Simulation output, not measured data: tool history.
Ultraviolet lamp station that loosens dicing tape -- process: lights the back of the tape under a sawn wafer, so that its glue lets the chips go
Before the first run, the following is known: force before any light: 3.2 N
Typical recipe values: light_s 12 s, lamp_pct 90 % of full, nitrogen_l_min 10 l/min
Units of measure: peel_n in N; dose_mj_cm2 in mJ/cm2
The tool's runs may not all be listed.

run,hour,light_s,lamp_pct,nitrogen_l_min,peel_n,dose_mj_cm2
1,0.0,12,90,10,0.181,577
2,66.6,12,90,19,0.157,572
3,112.2,12,90,10,0.171,574
4,168.3,12,90,10,0.167,572
5,247.4,12,90,10,0.173,570
# hour 293.3: lamp changed
6,307.8,12,90,10,0.166,570
7,371.7,12,90,10,0.163,573
8,445.4,12,90,10,0.158,572
9,506.5,12,90,5,0.222,566
# hour 524.0: window cleaned of glue's vapour
10,548.5,12,90,5,0.208,573
11,620.4,12,90,5,0.223,574
12,699.6,12,85,5,0.235,539
13,778.4,12,90,4,0.249,574
14,819.1,12,90,10,0.174,574
15,895.0,12,90,10,0.170,572
16,974.5,12,90,10,0.162,573
17,1042.9,12,90,10,0.166,575
18,1117.2,12,90,10,0.178,568
19,1183.3,12,90,10,0.172,576
20,1260.1,12,90,19,0.157,567
# hour 1268.2: window cleaned of glue's vapour
21,1330.4,12,90,19,0.148,567
22,1415.7,12,90,19,0.161,574
23,1483.9,12,77,10,0.191,488
24,1564.4,12,77,10,0.196,490
25,1603.1,20,90,10,0.155,951
26,1641.9,12,87,7,0.190,554
27,1691.8,13,90,14,0.150,616
28,1767.1,6,78,5,0.719,249
29,1827.3,6,78,5,0.733,249
30,1862.6,22,71,5,0.149,835
31,1912.7,6,71,5,0.829,222
32,1989.0,6,71,5,0.782,225
# hour 2008.1: window cleaned of glue's vapour
33,2032.4,6,71,5,0.824,224
34,2104.7,7,94,10,0.296,349
35,2152.4,12,90,16,0.161,573
36,2200.6,12,90,16,0.164,569
37,2262.5,12,75,3,0.374,475
38,2322.0,12,75,3,0.369,475
39,2380.9,12,75,3,0.374,473
40,2457.4,12,75,19,0.164,468
41,2511.9,13,75,19,0.166,508
# hour 2561.8: lamp changed
42,2575.2,16,60,16,0.170,509
43,2611.3,14,80,13,0.173,598

Consider 3 possible next runs. They are alternatives, not a sequence: every one starts from the tool as it was left by run 43. What does each give?
A,2649.5,8,68,8,?,?
B,2649.5,9,60,10,?,?
C,2649.5,19,99,13,?,?

run,peel_n,dose_mj_cm2
A,0.451,289
B,0.401,287
C,0.153,1003
The same runs, with their run-to-run variation unchanged, on a tool lacking any hidden condition would have given:
run,peel_n,dose_mj_cm2
A,0.450,289
B,0.400,287
C,0.153,1005
